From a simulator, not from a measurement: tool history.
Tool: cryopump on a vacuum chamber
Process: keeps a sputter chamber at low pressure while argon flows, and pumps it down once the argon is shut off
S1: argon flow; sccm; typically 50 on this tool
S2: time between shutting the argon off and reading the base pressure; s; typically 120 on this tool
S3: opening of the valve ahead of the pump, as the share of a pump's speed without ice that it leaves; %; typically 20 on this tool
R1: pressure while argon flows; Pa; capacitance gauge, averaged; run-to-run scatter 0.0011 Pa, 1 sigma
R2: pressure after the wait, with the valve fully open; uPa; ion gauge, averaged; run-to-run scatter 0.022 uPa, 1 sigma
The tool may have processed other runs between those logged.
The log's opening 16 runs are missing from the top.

| run | hour | S1 | S2 | S3 | R1 | R2 |
|---|---|---|---|---|---|---|
| 17 | 163.2 | 32 | 71 | 20 | 0.1589 | 1.11 |
| 18 | 173.8 | 50 | 120 | 19 | 0.259 | 0.77 |
| 19 | 187.9 | 50 | 120 | 19 | 0.2591 | 0.78 |
| 20 | 201.1 | 25 | 143 | 28 | 0.0897 | 0.72 |
| 21 | 215.3 | 25 | 143 | 28 | 0.0905 | 0.7 |
| 22 | 223.7 | 61 | 31 | 28 | 0.2194 | 2.14 |
| 23 | 231.3 | 50 | 139 | 25 | 0.2017 | 0.78 |
| 24 | 245.1 | 60 | 40 | 25 | 0.2433 | 1.75 |
| 25 | 258.9 | 61 | 40 | 25 | 0.249 | 1.74 |
| 26 | 268 | 61 | 40 | 25 | 0.2508 | 1.8 |
| 27 | 280.5 | 57 | 151 | 25 | 0.2321 | 0.75 |
| 28 | 293.3 | 50 | 120 | 18 | 0.2783 | 0.86 |
| 29 | 302.5 | 50 | 88 | 31 | 0.1687 | 1.02 |
| 30 | 311.3 | 24 | 23 | 34 | 0.0742 | 2.88 |
| 31 | 318.5 | 24 | 23 | 34 | 0.0753 | 2.85 |
| 32 | 327.5 | 24 | 25 | 34 | 0.0752 | 2.66 |
| 33 | 334.4 | 24 | 25 | 34 | 0.075 | 2.75 |
|  | 349.2 | pump warmed up, emptied and cooled again |
| 34 | 349.2 | 34 | 236 | 28 | 0.1151 | 0.47 |

Consider 3 possible next runs. They are alternatives, not a sequence: every one starts from the tool as it was left by run 34. What does each give?
| A | 359.7 | 83 | 236 | 16 | ? | ? |
| B | 359.7 | 54 | 236 | 28 | ? | ? |
| C | 359.7 | 50 | 262 | 20 | ? | ? |

| run | R1 | R2 |
|---|---|---|
| A | 0.4948 | 0.52 |
| B | 0.1834 | 0.53 |
| C | 0.2364 | 0.48 |
The same runs, with their run-to-run variation unchanged, on a tool lacking any hidden condition would have given:
| run | R1 | R2 |
|---|---|---|
| A | 0.4936 | 0.41 |
| B | 0.1827 | 0.42 |
| C | 0.2357 | 0.38 |
